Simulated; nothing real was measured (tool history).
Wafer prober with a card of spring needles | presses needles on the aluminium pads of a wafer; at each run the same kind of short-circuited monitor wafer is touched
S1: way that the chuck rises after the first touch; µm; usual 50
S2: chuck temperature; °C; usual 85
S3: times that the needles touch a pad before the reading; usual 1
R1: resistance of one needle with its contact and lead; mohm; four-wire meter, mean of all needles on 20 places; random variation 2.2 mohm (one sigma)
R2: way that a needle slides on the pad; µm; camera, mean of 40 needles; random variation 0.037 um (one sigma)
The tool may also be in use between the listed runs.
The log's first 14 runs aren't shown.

-- day=4.35 tips cleaned on abrasive film
run 15 day=4.529 | S1=50 S2=115 S3=3 | R1=245 R2=8.21
-- day=4.704 tips cleaned on abrasive film
run 16 day=4.946 | S1=50 S2=115 S3=3 | R1=250 R2=8.22
-- day=5.083 tips cleaned on abrasive film
run 17 day=5.204 | S1=45 S2=85 S3=1 | R1=246 R2=7.46
-- day=5.433 tips cleaned on abrasive film
run 18 day=5.433 | S1=40 S2=106 S3=1 | R1=253 R2=6.64
-- day=5.792 tips cleaned on abrasive film
run 19 day=5.792 | S1=40 S2=33 S3=1 | R1=233 R2=6.64
run 20 day=5.992 | S1=40 S2=70 S3=1 | R1=243 R2=6.66
-- day=6.142 tips cleaned on abrasive film
run 21 day=6.35 | S1=40 S2=70 S3=1 | R1=240 R2=6.67
-- day=6.517 tips cleaned on abrasive film
run 22 day=6.783 | S1=59 S2=109 S3=1 | R1=245 R2=9.89
-- day=6.883 tips cleaned on abrasive film
run 23 day=7.225 | S1=59 S2=109 S3=1 | R1=237 R2=9.87
-- day=7.25 tips cleaned on abrasive film
run 24 day=7.533 | S1=59 S2=109 S3=1 | R1=244 R2=9.92
-- day=7.6 tips cleaned on abrasive film
run 25 day=7.9 | S1=40 S2=59 S3=3 | R1=239 R2=6.76
-- day=7.967 tips cleaned on abrasive film
-- day=8.317 tips cleaned on abrasive film
run 26 day=8.321 | S1=35 S2=82 S3=2 | R1=252 R2=5.87
-- day=8.667 tips cleaned on abrasive film
run 27 day=8.75 | S1=44 S2=82 S3=3 | R1=246 R2=7.37
-- day=9.025 tips cleaned on abrasive film
run 28 day=9.033 | S1=44 S2=82 S3=3 | R1=246 R2=7.47
run 29 day=9.312 | S1=65 S2=59 S3=3 | R1=229 R2=11.03
-- day=9.375 tips cleaned on abrasive film
run 30 day=9.704 | S1=65 S2=59 S3=3 | R1=231 R2=10.95
-- day=9.742 tips cleaned on abrasive film
run 31 day=10.033 | S1=65 S2=59 S3=1 | R1=230 R2=10.98
-- day=10.112 tips cleaned on abrasive film
-- day=10.471 tips cleaned on abrasive film
run 32 day=10.488 | S1=65 S2=59 S3=1 | R1=226 R2=11.05

4 ways to go on from here, each from the tool as it stands after run 32. What would each give?
run A day=10.788 | S1=65 S2=42 S3=2 | R1=? R2=?
run B day=10.788 | S1=32 S2=55 S3=1 | R1=? R2=?
run C day=10.788 | S1=68 S2=36 S3=1 | R1=? R2=?
run D day=10.788 | S1=38 S2=58 S3=2 | R1=? R2=?

run=A R1=221 R2=11.08
run=B R1=248 R2=5.46
run=C R1=220 R2=11.62
run=D R1=240 R2=6.46
Without the tool's hidden state the same runs would have given:
run=A R1=221 R2=10.67
run=B R1=248 R2=5.26
run=C R1=220 R2=11.19
run=D R1=240 R2=6.22
